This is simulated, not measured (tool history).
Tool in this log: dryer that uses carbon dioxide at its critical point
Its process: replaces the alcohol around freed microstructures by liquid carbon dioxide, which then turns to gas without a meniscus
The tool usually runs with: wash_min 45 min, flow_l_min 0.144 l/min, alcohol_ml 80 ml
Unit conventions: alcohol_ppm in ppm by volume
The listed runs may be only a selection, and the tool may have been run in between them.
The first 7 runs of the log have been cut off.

| run | day | wash_min | flow_l_min | alcohol_ml | alcohol_ppm |
|---|---|---|---|---|---|
| 8 | 10.983 | 45 | 0.144 | 64 | 295 |
| 9 | 12.529 | 45 | 0.144 | 64 | 314 |
| 10 | 14.125 | 28 | 0.144 | 80 | 2728 |
| 11 | 15.471 | 60 | 0.144 | 80 | 86 |
|  | 17.388 | inlet filter changed |
| 12 | 17.442 | 60 | 0.144 | 80 | 65 |
| 13 | 18.562 | 60 | 0.144 | 80 | 60 |
| 14 | 20.400 | 60 | 0.144 | 80 | 61 |
| 15 | 21.329 | 45 | 0.144 | 80 | 257 |
| 16 | 23.067 | 45 | 0.144 | 80 | 266 |
| 17 | 24.533 | 45 | 0.144 | 80 | 277 |
| 18 | 26.288 | 45 | 0.124 | 80 | 636 |
| 19 | 27.142 | 45 | 0.124 | 80 | 653 |
| 20 | 28.758 | 33 | 0.109 | 54 | 2512 |
| 21 | 29.804 | 33 | 0.109 | 54 | 2535 |
| 22 | 30.912 | 62 | 0.182 | 32 | 48 |
| 23 | 31.958 | 40 | 0.110 | 35 | 874 |
| 24 | 33.433 | 35 | 0.163 | 47 | 381 |
| 25 | 34.462 | 35 | 0.148 | 47 | 573 |
| 26 | 35.379 | 36 | 0.148 | 50 | 586 |
| 27 | 36.175 | 45 | 0.144 | 48 | 248 |
| 28 | 37.371 | 45 | 0.144 | 48 | 253 |
| 29 | 39.250 | 45 | 0.144 | 48 | 278 |
| 30 | 40.125 | 45 | 0.144 | 48 | 273 |
| 31 | 41.204 | 45 | 0.144 | 48 | 284 |
|  | 41.329 | inlet filter changed |
| 32 | 42.508 | 45 | 0.144 | 48 | 181 |

Below are 5 alternative next runs, each starting from the tool's condition after run 32. Predict each:
| A | 44.108 | 40 | 0.228 | 97 | ? |
| B | 44.108 | 42 | 0.096 | 42 | ? |
| C | 44.108 | 45 | 0.115 | 39 | ? |
| D | 44.108 | 33 | 0.144 | 48 | ? |
| E | 44.108 | 45 | 0.199 | 31 | ? |

| run | alcohol_ppm |
|---|---|
| A | 73 |
| B | 1264 |
| C | 437 |
| D | 668 |
| E | 62 |
Had the tool no hidden state, the same runs would have come out as:
| run | alcohol_ppm |
|---|---|
| A | 23 |
| B | 1165 |
| C | 367 |
| D | 589 |
| E | 11 |

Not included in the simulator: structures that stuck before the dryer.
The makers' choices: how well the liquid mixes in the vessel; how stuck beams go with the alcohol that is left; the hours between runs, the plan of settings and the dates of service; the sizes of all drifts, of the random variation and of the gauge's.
